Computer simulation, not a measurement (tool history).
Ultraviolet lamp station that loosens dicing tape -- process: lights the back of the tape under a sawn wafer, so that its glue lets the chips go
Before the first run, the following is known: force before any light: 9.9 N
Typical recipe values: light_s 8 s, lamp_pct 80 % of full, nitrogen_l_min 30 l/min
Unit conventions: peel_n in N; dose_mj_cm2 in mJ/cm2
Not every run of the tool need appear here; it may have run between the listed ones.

run,day,light_s,lamp_pct,nitrogen_l_min,peel_n,dose_mj_cm2
1,0,8,80,30,0.752,384
2,1.679,8,80,30,0.776,383
3,4.346,8,80,10,1.61,377
4,6.654,8,80,10,1.693,369
5,9.583,8,80,30,0.87,363
6,12.762,8,80,30,0.896,350
7,16.679,8,80,30,0.979,342
8,20.033,8,80,30,0.99,332
9,23.746,8,80,30,1.102,324
10,26.142,8,80,30,1.114,313
11,29.738,6,80,30,1.934,231
12,32.704,6,80,30,1.935,223
13,35.029,6,70,30,2.47,198
14,36.658,6,70,30,2.446,194
15,39.971,8,80,30,1.424,279
16,41.783,8,80,30,1.45,281
# day 44.188: window cleaned of glue's vapour
17,45.704,8,80,30,1.17,313
18,48.242,8,80,30,1.166,307
19,50.321,8,80,59,0.868,305
20,51.933,8,80,59,0.86,298
21,53.938,8,80,59,0.91,292
# day 55.683: lamp changed
22,56.929,8,80,59,0.359,481
23,58.792,8,80,59,0.358,477
24,62.604,5,69,16,2.352,245
25,64.867,14,69,16,0.385,683
26,68.567,8,85,13,0.944,469
27,70.988,8,85,13,0.959,458
28,74.525,15,85,13,0.33,843
29,77.467,8,69,30,0.887,360
30,79.996,9,69,30,0.703,395
31,83.908,11,67,59,0.379,455
32,87.717,6,80,30,1.29,290
# day 88.496: window cleaned of glue's vapour
33,89.588,6,80,30,0.978,335
34,92.988,6,80,30,1.082,332
35,95.667,14,94,22,0.255,886
36,98.208,13,80,11,0.497,683
37,101.783,13,80,11,0.518,669
38,103.533,13,80,11,0.523,657
39,106.221,8,96,10,1.067,486
40,109.446,8,70,27,1,340
41,111.288,12,70,34,0.423,509
42,112.925,14,75,41,0.291,629
43,116.283,8,84,43,0.583,392

Branching from run 43: 3 alternative next runs. What would each branch give?
A,118.479,9,76,22,?,?
B,118.479,11,66,45,?,?
C,118.479,9,62,34,?,?

run,peel_n,dose_mj_cm2
A,0.906,391
B,0.511,414
C,1.02,321
Stripped of hidden state, with their random variation kept, the same runs would have yielded:
run,peel_n,dose_mj_cm2
A,0.477,543
B,0.303,575
C,0.531,444
